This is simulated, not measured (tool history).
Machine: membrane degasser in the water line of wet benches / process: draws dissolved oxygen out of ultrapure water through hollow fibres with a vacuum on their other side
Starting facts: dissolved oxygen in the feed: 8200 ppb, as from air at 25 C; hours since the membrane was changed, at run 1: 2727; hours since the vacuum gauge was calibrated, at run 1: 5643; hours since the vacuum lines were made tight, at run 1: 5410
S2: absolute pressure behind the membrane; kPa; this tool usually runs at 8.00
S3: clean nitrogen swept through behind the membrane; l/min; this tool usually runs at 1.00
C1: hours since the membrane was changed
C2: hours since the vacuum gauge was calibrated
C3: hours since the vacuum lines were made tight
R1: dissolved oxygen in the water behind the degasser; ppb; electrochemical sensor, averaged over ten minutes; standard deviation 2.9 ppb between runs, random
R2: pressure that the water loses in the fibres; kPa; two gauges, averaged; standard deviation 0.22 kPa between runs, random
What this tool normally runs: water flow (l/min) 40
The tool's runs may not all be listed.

run 1 hour=0.0 | water_flow_(l/min)=40 S2=8.00 S3=1.00 | C1=2727 C2=5643 C3=5410 | R1=400.1 R2=55.88
run 2 hour=85.6 | water_flow_(l/min)=40 S2=8.00 S3=1.00 | C1=2813 C2=5728 C3=5496 | R1=396.3 R2=55.20
-- hour=121.3 vacuum gauge calibrated
run 3 hour=174.9 | water_flow_(l/min)=40 S2=8.00 S3=1.00 | C1=2902 C2=54 C3=5584 | R1=398.3 R2=55.53
run 4 hour=299.3 | water_flow_(l/min)=34 S2=8.00 S3=1.00 | C1=3026 C2=178 C3=5709 | R1=341.7 R2=47.34
run 5 hour=384.5 | water_flow_(l/min)=40 S2=8.00 S3=1.00 | C1=3111 C2=263 C3=5794 | R1=402.3 R2=55.54
run 6 hour=495.8 | water_flow_(l/min)=40 S2=8.00 S3=1.00 | C1=3222 C2=375 C3=5905 | R1=399.3 R2=54.74
run 7 hour=548.3 | water_flow_(l/min)=29 S2=8.00 S3=1.00 | C1=3275 C2=427 C3=5958 | R1=297.0 R2=40.37
-- hour=611.0 seals of the vacuum lines changed
run 8 hour=663.1 | water_flow_(l/min)=29 S2=8.00 S3=1.00 | C1=3388 C2=540 C3=52 | R1=294.3 R2=40.34
run 9 hour=721.1 | water_flow_(l/min)=29 S2=8.00 S3=1.00 | C1=3446 C2=598 C3=110 | R1=292.0 R2=40.17
run 10 hour=816.5 | water_flow_(l/min)=40 S2=8.00 S3=1.00 | C1=3541 C2=693 C3=206 | R1=399.3 R2=55.78
run 11 hour=902.5 | water_flow_(l/min)=40 S2=9.52 S3=1.00 | C1=3627 C2=779 C3=291 | R1=509.6 R2=55.47
run 12 hour=1026.3 | water_flow_(l/min)=40 S2=9.52 S3=1.00 | C1=3751 C2=903 C3=415 | R1=510.3 R2=55.82
run 13 hour=1131.6 | water_flow_(l/min)=40 S2=9.52 S3=1.00 | C1=3856 C2=1008 C3=521 | R1=509.3 R2=55.36
run 14 hour=1241.0 | water_flow_(l/min)=40 S2=9.52 S3=1.00 | C1=3966 C2=1118 C3=630 | R1=507.8 R2=55.56
run 15 hour=1324.4 | water_flow_(l/min)=40 S2=9.52 S3=1.00 | C1=4049 C2=1201 C3=713 | R1=510.7 R2=55.63
run 16 hour=1376.6 | water_flow_(l/min)=40 S2=9.52 S3=1.00 | C1=4101 C2=1253 C3=766 | R1=513.0 R2=55.35
run 17 hour=1461.9 | water_flow_(l/min)=40 S2=8.00 S3=1.04 | C1=4187 C2=1339 C3=851 | R1=390.9 R2=55.06
run 18 hour=1520.3 | water_flow_(l/min)=40 S2=9.14 S3=1.04 | C1=4245 C2=1397 C3=909 | R1=467.6 R2=55.65
run 19 hour=1587.5 | water_flow_(l/min)=40 S2=9.14 S3=1.04 | C1=4312 C2=1464 C3=976 | R1=468.8 R2=55.82
run 20 hour=1659.0 | water_flow_(l/min)=40 S2=9.14 S3=1.04 | C1=4384 C2=1536 C3=1048 | R1=470.7 R2=55.72
run 21 hour=1716.6 | water_flow_(l/min)=24 S2=9.14 S3=1.04 | C1=4441 C2=1593 C3=1106 | R1=289.1 R2=33.23
run 22 hour=1842.9 | water_flow_(l/min)=24 S2=9.14 S3=1.04 | C1=4568 C2=1720 C3=1232 | R1=292.4 R2=32.76
run 23 hour=1940.4 | water_flow_(l/min)=24 S2=9.14 S3=1.04 | C1=4665 C2=1817 C3=1329 | R1=296.2 R2=33.22
run 24 hour=2036.2 | water_flow_(l/min)=40 S2=18.27 S3=2.66 | C1=4761 C2=1913 C3=1425 | R1=524.0 R2=55.50
run 25 hour=2143.1 | water_flow_(l/min)=40 S2=18.27 S3=2.66 | C1=4868 C2=2020 C3=1532 | R1=513.8 R2=55.62
run 26 hour=2229.5 | water_flow_(l/min)=40 S2=5.16 S3=0.65 | C1=4954 C2=2106 C3=1618 | R1=245.2 R2=55.38
run 27 hour=2320.0 | water_flow_(l/min)=43 S2=8.03 S3=1.00 | C1=5045 C2=2197 C3=1709 | R1=435.9 R2=59.50
run 28 hour=2391.1 | water_flow_(l/min)=43 S2=8.03 S3=1.00 | C1=5116 C2=2268 C3=1780 | R1=428.8 R2=59.75
run 29 hour=2508.5 | water_flow_(l/min)=62 S2=10.86 S3=1.00 | C1=5233 C2=2385 C3=1897 | R1=896.7 R2=86.18
run 30 hour=2576.6 | water_flow_(l/min)=62 S2=10.86 S3=1.00 | C1=5301 C2=2453 C3=1966 | R1=911.2 R2=85.96
run 31 hour=2635.2 | water_flow_(l/min)=38 S2=19.16 S3=0.45 | C1=5360 C2=2512 C3=2024 | R1=1864.0 R2=52.93
run 32 hour=2726.9 | water_flow_(l/min)=40 S2=8.11 S3=1.69 | C1=5452 C2=2604 C3=2116 | R1=276.6 R2=55.52

Hidden condition of the tool, last listed run before each entry between runs versus first listed run after:
Run 2 -> run 3: vacuum gauge calibrated (hour 121.3)
  true pressure behind the membrane over the reading, kPa: 0.01 -> 0
Run 7 -> run 8: seals of the vacuum lines changed (hour 611.0)
  air that leaks in behind the membrane, l/min: 0.0027 -> 0.002
